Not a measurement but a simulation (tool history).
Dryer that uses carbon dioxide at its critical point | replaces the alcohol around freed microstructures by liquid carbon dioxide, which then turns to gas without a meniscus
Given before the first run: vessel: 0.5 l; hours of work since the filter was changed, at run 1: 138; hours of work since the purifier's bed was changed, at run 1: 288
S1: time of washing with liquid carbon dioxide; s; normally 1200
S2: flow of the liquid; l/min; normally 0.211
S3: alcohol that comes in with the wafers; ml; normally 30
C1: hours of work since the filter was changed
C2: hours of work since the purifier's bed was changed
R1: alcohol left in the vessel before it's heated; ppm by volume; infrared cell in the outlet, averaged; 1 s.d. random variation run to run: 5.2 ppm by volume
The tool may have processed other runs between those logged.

run   hour    S1     S2  S3   C1   C2   R1
  1      0  1200  0.211  30  138  288  271
  2   10.7  1200  0.211  30  144  294  280
  3   23.5  1200  0.211  30  151  301  276
  4   37.9  1260  0.211  30  158  309  253
  5   48.7  1200  0.211  30  164  314  295
  6   59.4  1740  0.211  30  170  320  167
  7   75.8  1740  0.211  30  179  329  166
  8   93.5  1740  0.211  40  188  338  180
  9  105.2  1740  0.211  40  194  345  164
 10    118  1740  0.211  40  201  352  179
 11  139.1  1020  0.211  30  213  363  555
 12    159  1500  0.211  30  223  374  214
 13  178.4  1200  0.211  30  234  384  349
 14  193.8  1200  0.211  46  242  392  443
 15  209.4  1200  0.211  46  250  401  449
 16  224.9  1200  0.211  43  259  409  441
 17  240.5  1200  0.211  43  267  417  450

For run 18, what comes out?
 18  260.6  1200  0.211  66  278  428   ?

For run 18 the tool returned R1 614 ppm by volume.
With no hidden state in the tool, this same run would have given R1 205 ppm by volume.
